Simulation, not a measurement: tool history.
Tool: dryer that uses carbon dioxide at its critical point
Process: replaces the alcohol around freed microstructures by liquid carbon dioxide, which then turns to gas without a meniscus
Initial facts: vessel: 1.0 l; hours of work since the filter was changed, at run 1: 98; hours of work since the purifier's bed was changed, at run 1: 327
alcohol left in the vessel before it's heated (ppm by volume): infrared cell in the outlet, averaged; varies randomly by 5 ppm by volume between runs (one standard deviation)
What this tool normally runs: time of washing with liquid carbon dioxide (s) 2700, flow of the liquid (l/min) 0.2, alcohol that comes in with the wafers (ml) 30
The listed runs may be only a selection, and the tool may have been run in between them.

| run | hour | time of washing with liquid carbon dioxide (s) | flow of the liquid (l/min) | alcohol that comes in with the wafers (ml) | hours of work since the filter was changed | hours of work since the purifier's bed was changed | alcohol left in the vessel before it's heated (ppm by volume) |
|---|---|---|---|---|---|---|---|
| 1 | 0 | 2700 | 0.2 | 30 | 98 | 327 | 112 |
| 2 | 16.6 | 2700 | 0.2 | 30 | 111 | 340 | 119 |
| 3 | 30.3 | 2700 | 0.2 | 30 | 121 | 351 | 121 |
| 4 | 45.8 | 2700 | 0.2 | 30 | 134 | 363 | 127 |
| 5 | 56.4 | 2700 | 0.2 | 30 | 142 | 371 | 126 |
| 6 | 64.9 | 2700 | 0.2 | 30 | 148 | 378 | 127 |
| 7 | 78.5 | 2340 | 0.2 | 30 | 159 | 389 | 148 |
| 8 | 96.4 | 2340 | 0.2 | 30 | 173 | 403 | 157 |
| 9 | 115.8 | 2700 | 0.329 | 30 | 188 | 418 | 129 |
| 10 | 134.7 | 2700 | 0.329 | 30 | 203 | 432 | 139 |
| 11 | 149.3 | 2700 | 0.2 | 92 | 214 | 444 | 168 |
| 12 | 168.6 | 2700 | 0.2 | 30 | 230 | 459 | 153 |
| 13 | 184.9 | 2700 | 0.2 | 30 | 242 | 472 | 158 |
| 14 | 194.7 | 2700 | 0.317 | 30 | 250 | 479 | 157 |
| 15 | 205.3 | 2700 | 0.317 | 30 | 258 | 488 | 162 |
| 16 | 224.9 | 2700 | 0.317 | 30 | 274 | 503 | 156 |
| 17 | 240 | 2700 | 0.2 | 30 | 285 | 515 | 180 |
| 18 | 256.2 | 2700 | 0.2 | 30 | 298 | 527 | 188 |
| 19 | 275 | 2700 | 0.2 | 30 | 313 | 542 | 184 |
| 20 | 285.5 | 2700 | 0.2 | 30 | 321 | 550 | 188 |
| 21 | 302.3 | 2700 | 0.2 | 30 | 334 | 564 | 197 |
| 22 | 312.2 | 2280 | 0.128 | 90 | 342 | 571 | 1332 |
|  | 332.2 | purifier's bed changed |
| 23 | 334.2 | 2280 | 0.128 | 90 | 357 | 2 | 1174 |
| 24 | 348.3 | 3720 | 0.189 | 30 | 368 | 13 | 9 |
| 25 | 365.2 | 2580 | 0.2 | 101 | 381 | 26 | 67 |
| 26 | 379.2 | 2700 | 0.2 | 106 | 392 | 37 | 57 |
| 27 | 397.6 | 3000 | 0.19 | 30 | 406 | 51 | 29 |
|  | 405.1 | inlet filter changed |
| 28 | 416.1 | 2460 | 0.2 | 53 | 9 | 65 | 52 |
| 29 | 424.8 | 3240 | 0.325 | 85 | 15 | 72 | 30 |
| 30 | 438.6 | 2700 | 0.238 | 68 | 26 | 82 | 26 |
| 31 | 451.5 | 1620 | 0.16 | 44 | 36 | 92 | 673 |
| 32 | 463.1 | 2280 | 0.27 | 30 | 45 | 102 | 44 |
| 33 | 474.8 | 3360 | 0.334 | 30 | 54 | 111 | 34 |
| 34 | 492.7 | 3360 | 0.334 | 30 | 68 | 125 | 41 |
| 35 | 501.8 | 1740 | 0.228 | 33 | 76 | 132 | 112 |
| 36 | 520 | 2100 | 0.301 | 33 | 90 | 146 | 63 |
| 37 | 537 | 2700 | 0.23 | 50 | 103 | 159 | 53 |
| 38 | 548 | 1920 | 0.148 | 33 | 112 | 168 | 392 |

Take each entry between the runs: how does the hidden state at the last listed run before it differ from the hidden state at the first listed run after it?
After run 22, before run 23: purifier's bed changed (hour 332.2)
  flow that reaches the vessel past the clogged filter, %: 90 -> 89.6; alcohol in the recycled carbon dioxide, ppm: 183.5 -> 6.2
  measured result minus the result with no hidden state, alcohol left in the vessel before it's heated (ppm by volume): +618 -> +468
After run 27, before run 28: inlet filter changed (hour 405.1)
  flow that reaches the vessel past the clogged filter, %: 88.3 -> 99.7; alcohol in the recycled carbon dioxide, ppm: 21.6 -> 26
  measured result minus the result with no hidden state, alcohol left in the vessel before it's heated (ppm by volume): +22 -> +21
